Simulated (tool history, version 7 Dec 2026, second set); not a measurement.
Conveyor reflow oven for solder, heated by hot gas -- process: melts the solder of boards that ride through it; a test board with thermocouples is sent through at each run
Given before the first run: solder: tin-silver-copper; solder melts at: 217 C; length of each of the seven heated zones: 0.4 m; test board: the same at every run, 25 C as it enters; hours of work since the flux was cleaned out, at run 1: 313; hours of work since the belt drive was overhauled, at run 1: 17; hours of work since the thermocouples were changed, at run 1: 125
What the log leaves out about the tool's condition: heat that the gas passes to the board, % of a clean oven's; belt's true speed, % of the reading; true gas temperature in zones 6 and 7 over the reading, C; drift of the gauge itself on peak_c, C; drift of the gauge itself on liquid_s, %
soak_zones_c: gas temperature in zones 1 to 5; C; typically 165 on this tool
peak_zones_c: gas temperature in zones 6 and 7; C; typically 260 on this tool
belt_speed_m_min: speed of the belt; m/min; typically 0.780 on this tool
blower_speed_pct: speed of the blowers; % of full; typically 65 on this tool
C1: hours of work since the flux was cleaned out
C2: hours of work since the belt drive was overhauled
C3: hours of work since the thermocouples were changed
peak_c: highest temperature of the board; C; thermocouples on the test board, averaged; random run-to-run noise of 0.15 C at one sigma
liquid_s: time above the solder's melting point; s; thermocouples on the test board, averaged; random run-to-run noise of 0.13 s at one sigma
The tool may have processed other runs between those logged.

run 1 hour=0.0 | soak_zones_c=165 peak_zones_c=260 belt_speed_m_min=0.780 blower_speed_pct=65 | C1=313 C2=17 C3=125 | peak_c=239.8 liquid_s=33.5
-- hour=13.0 flux residue cleaned out of gas plates and filters
run 2 hour=13.4 | soak_zones_c=165 peak_zones_c=260 belt_speed_m_min=0.780 blower_speed_pct=50 | C1=0 C2=21 C3=130 | peak_c=238.9 liquid_s=32.7
run 3 hour=20.1 | soak_zones_c=165 peak_zones_c=260 belt_speed_m_min=0.834 blower_speed_pct=65 | C1=4 C2=25 C3=134 | peak_c=239.9 liquid_s=31.6
run 4 hour=24.6 | soak_zones_c=165 peak_zones_c=260 belt_speed_m_min=0.834 blower_speed_pct=65 | C1=7 C2=28 C3=137 | peak_c=240.1 liquid_s=31.6
run 5 hour=33.1 | soak_zones_c=165 peak_zones_c=260 belt_speed_m_min=0.780 blower_speed_pct=65 | C1=12 C2=33 C3=142 | peak_c=241.9 liquid_s=36.2
run 6 hour=41.7 | soak_zones_c=165 peak_zones_c=260 belt_speed_m_min=0.780 blower_speed_pct=50 | C1=17 C2=38 C3=147 | peak_c=238.4 liquid_s=32.4
run 7 hour=49.2 | soak_zones_c=165 peak_zones_c=260 belt_speed_m_min=0.780 blower_speed_pct=84 | C1=21 C2=43 C3=151 | peak_c=245.2 liquid_s=39.7
run 8 hour=57.8 | soak_zones_c=165 peak_zones_c=260 belt_speed_m_min=0.780 blower_speed_pct=60 | C1=26 C2=48 C3=156 | peak_c=240.5 liquid_s=35.2
run 9 hour=64.2 | soak_zones_c=165 peak_zones_c=260 belt_speed_m_min=0.780 blower_speed_pct=60 | C1=30 C2=52 C3=160 | peak_c=240.9 liquid_s=35.1
run 10 hour=71.4 | soak_zones_c=165 peak_zones_c=260 belt_speed_m_min=0.780 blower_speed_pct=65 | C1=34 C2=56 C3=164 | peak_c=241.9 liquid_s=36.3
run 11 hour=78.0 | soak_zones_c=165 peak_zones_c=260 belt_speed_m_min=0.780 blower_speed_pct=65 | C1=38 C2=60 C3=168 | peak_c=241.8 liquid_s=36.1
run 12 hour=86.3 | soak_zones_c=165 peak_zones_c=260 belt_speed_m_min=0.780 blower_speed_pct=65 | C1=43 C2=65 C3=173 | peak_c=242.0 liquid_s=36.1
run 13 hour=90.4 | soak_zones_c=165 peak_zones_c=260 belt_speed_m_min=0.780 blower_speed_pct=65 | C1=46 C2=67 C3=176 | peak_c=241.8 liquid_s=35.9
run 14 hour=98.7 | soak_zones_c=165 peak_zones_c=260 belt_speed_m_min=0.822 blower_speed_pct=65 | C1=51 C2=72 C3=181 | peak_c=239.8 liquid_s=32.3
run 15 hour=107.2 | soak_zones_c=165 peak_zones_c=260 belt_speed_m_min=0.822 blower_speed_pct=65 | C1=56 C2=77 C3=186 | peak_c=239.9 liquid_s=32.2
run 16 hour=111.3 | soak_zones_c=165 peak_zones_c=260 belt_speed_m_min=0.822 blower_speed_pct=84 | C1=58 C2=79 C3=188 | peak_c=242.7 liquid_s=35.8
run 17 hour=117.1 | soak_zones_c=165 peak_zones_c=260 belt_speed_m_min=0.822 blower_speed_pct=84 | C1=61 C2=83 C3=191 | peak_c=243.0 liquid_s=35.5
run 18 hour=125.7 | soak_zones_c=161 peak_zones_c=256 belt_speed_m_min=0.822 blower_speed_pct=84 | C1=67 C2=88 C3=197 | peak_c=238.8 liquid_s=31.5
run 19 hour=134.7 | soak_zones_c=161 peak_zones_c=256 belt_speed_m_min=0.691 blower_speed_pct=85 | C1=72 C2=93 C3=202 | peak_c=243.8 liquid_s=43.8
run 20 hour=140.9 | soak_zones_c=156 peak_zones_c=259 belt_speed_m_min=0.719 blower_speed_pct=55 | C1=76 C2=97 C3=205 | peak_c=239.4 liquid_s=34.9
run 21 hour=149.4 | soak_zones_c=156 peak_zones_c=259 belt_speed_m_min=0.719 blower_speed_pct=55 | C1=81 C2=102 C3=211 | peak_c=239.6 liquid_s=34.9
run 22 hour=155.2 | soak_zones_c=156 peak_zones_c=259 belt_speed_m_min=0.719 blower_speed_pct=55 | C1=84 C2=105 C3=214 | peak_c=240.0 liquid_s=34.9
run 23 hour=158.9 | soak_zones_c=164 peak_zones_c=259 belt_speed_m_min=0.770 blower_speed_pct=55 | C1=86 C2=107 C3=216 | peak_c=238.6 liquid_s=33.3
run 24 hour=164.4 | soak_zones_c=164 peak_zones_c=259 belt_speed_m_min=0.701 blower_speed_pct=55 | C1=89 C2=111 C3=219 | peak_c=242.1 liquid_s=40.7
run 25 hour=170.6 | soak_zones_c=165 peak_zones_c=274 belt_speed_m_min=0.816 blower_speed_pct=57 | C1=93 C2=114 C3=223 | peak_c=249.6 liquid_s=38.9
run 26 hour=175.1 | soak_zones_c=165 peak_zones_c=260 belt_speed_m_min=0.697 blower_speed_pct=61 | C1=96 C2=117 C3=226 | peak_c=244.3 liquid_s=43.5
run 27 hour=183.9 | soak_zones_c=165 peak_zones_c=260 belt_speed_m_min=0.919 blower_speed_pct=61 | C1=101 C2=122 C3=231 | peak_c=234.4 liquid_s=23.2
run 28 hour=189.1 | soak_zones_c=165 peak_zones_c=260 belt_speed_m_min=0.774 blower_speed_pct=61 | C1=104 C2=125 C3=234 | peak_c=240.6 liquid_s=35.3
run 29 hour=194.3 | soak_zones_c=165 peak_zones_c=260 belt_speed_m_min=0.774 blower_speed_pct=61 | C1=107 C2=128 C3=237 | peak_c=240.6 liquid_s=35.2
run 30 hour=203.5 | soak_zones_c=157 peak_zones_c=263 belt_speed_m_min=0.774 blower_speed_pct=61 | C1=113 C2=134 C3=242 | peak_c=241.6 liquid_s=33.9
run 31 hour=209.8 | soak_zones_c=165 peak_zones_c=260 belt_speed_m_min=0.839 blower_speed_pct=65 | C1=116 C2=138 C3=246 | peak_c=238.5 liquid_s=30.3

Hidden condition of the tool, last listed run before each entry between runs versus first listed run after:
From run 1 to run 2: flux residue cleaned out of gas plates and filters (hour 13.0)
  heat that the gas passes to the board, % of a clean oven's: 91.3 -> 99.8; belt's true speed, % of the reading: 100.05 -> 100.04
  measured minus no-state result, peak_c: -2.5 -> -0.2 C; liquid_s: -2.9 -> -0.2 s
